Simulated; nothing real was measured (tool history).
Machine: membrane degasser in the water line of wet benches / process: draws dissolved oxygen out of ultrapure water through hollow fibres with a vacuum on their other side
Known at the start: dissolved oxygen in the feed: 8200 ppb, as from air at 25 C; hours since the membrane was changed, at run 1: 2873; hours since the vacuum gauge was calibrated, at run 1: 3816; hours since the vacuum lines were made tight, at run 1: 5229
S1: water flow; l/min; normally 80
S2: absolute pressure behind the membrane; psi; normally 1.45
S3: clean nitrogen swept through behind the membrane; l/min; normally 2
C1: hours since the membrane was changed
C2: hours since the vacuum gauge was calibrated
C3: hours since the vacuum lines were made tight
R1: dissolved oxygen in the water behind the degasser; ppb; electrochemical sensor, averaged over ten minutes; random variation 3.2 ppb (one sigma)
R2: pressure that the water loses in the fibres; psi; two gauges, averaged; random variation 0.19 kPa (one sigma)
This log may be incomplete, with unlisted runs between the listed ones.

run 1 day=0 | S1=80 S2=1.45 S3=2 | C1=2873 C2=3816 C3=5229 | R1=566.5 R2=5.771
run 2 day=6.496 | S1=80 S2=1.45 S3=2 | C1=3029 C2=3971 C3=5385 | R1=564 R2=5.82
run 3 day=10.242 | S1=80 S2=1.45 S3=2 | C1=3119 C2=4061 C3=5475 | R1=558.5 R2=5.768
run 4 day=13.217 | S1=80 S2=1.45 S3=2 | C1=3191 C2=4133 C3=5546 | R1=570.4 R2=5.841
run 5 day=20.542 | S1=80 S2=0.96 S3=2 | C1=3366 C2=4309 C3=5722 | R1=315 R2=5.796
run 6 day=24.462 | S1=80 S2=0.96 S3=2 | C1=3460 C2=4403 C3=5816 | R1=314.4 R2=5.841
run 7 day=29.15 | S1=80 S2=1.45 S3=2 | C1=3573 C2=4515 C3=5929 | R1=567.6 R2=5.796
run 8 day=33.488 | S1=80 S2=1.45 S3=2 | C1=3677 C2=4619 C3=6033 | R1=566.3 R2=5.755
run 9 day=36.571 | S1=57 S2=1.45 S3=2 | C1=3751 C2=4693 C3=6107 | R1=403.3 R2=4.094
run 10 day=43.104 | S1=57 S2=1.45 S3=2 | C1=3908 C2=4850 C3=6263 | R1=408.5 R2=4.142
run 11 day=46.612 | S1=57 S2=1.45 S3=2 | C1=3992 C2=4934 C3=6348 | R1=409.7 R2=4.132
run 12 day=53.233 | S1=57 S2=1.45 S3=2 | C1=4151 C2=5093 C3=6507 | R1=406.6 R2=4.112
run 13 day=56.8 | S1=57 S2=1.45 S3=2 | C1=4237 C2=5179 C3=6592 | R1=413.3 R2=4.122
run 14 day=62.942 | S1=57 S2=1.45 S3=2 | C1=4384 C2=5326 C3=6740 | R1=411.3 R2=4.167
run 15 day=67.542 | S1=82 S2=1.33 S3=3.11 | C1=4494 C2=5437 C3=6850 | R1=385.6 R2=5.92
run 16 day=72.2 | S1=82 S2=1.33 S3=3.11 | C1=4606 C2=5548 C3=6962 | R1=386.1 R2=5.903
run 17 day=78.796 | S1=50 S2=2.44 S3=2.56 | C1=4764 C2=5707 C3=7120 | R1=571.4 R2=3.611

Expected results for the next run?
run 18 day=82.308 | S1=55 S2=1.02 S3=4.68 | C1=4849 C2=5791 C3=7204 | R1=? R2=?

Run 18 measured R1 112.4 ppb, R2 4.015 psi.
Minus the tool's unlogged condition, the same run would have read R1 110.4 ppb, R2 4.013 psi.
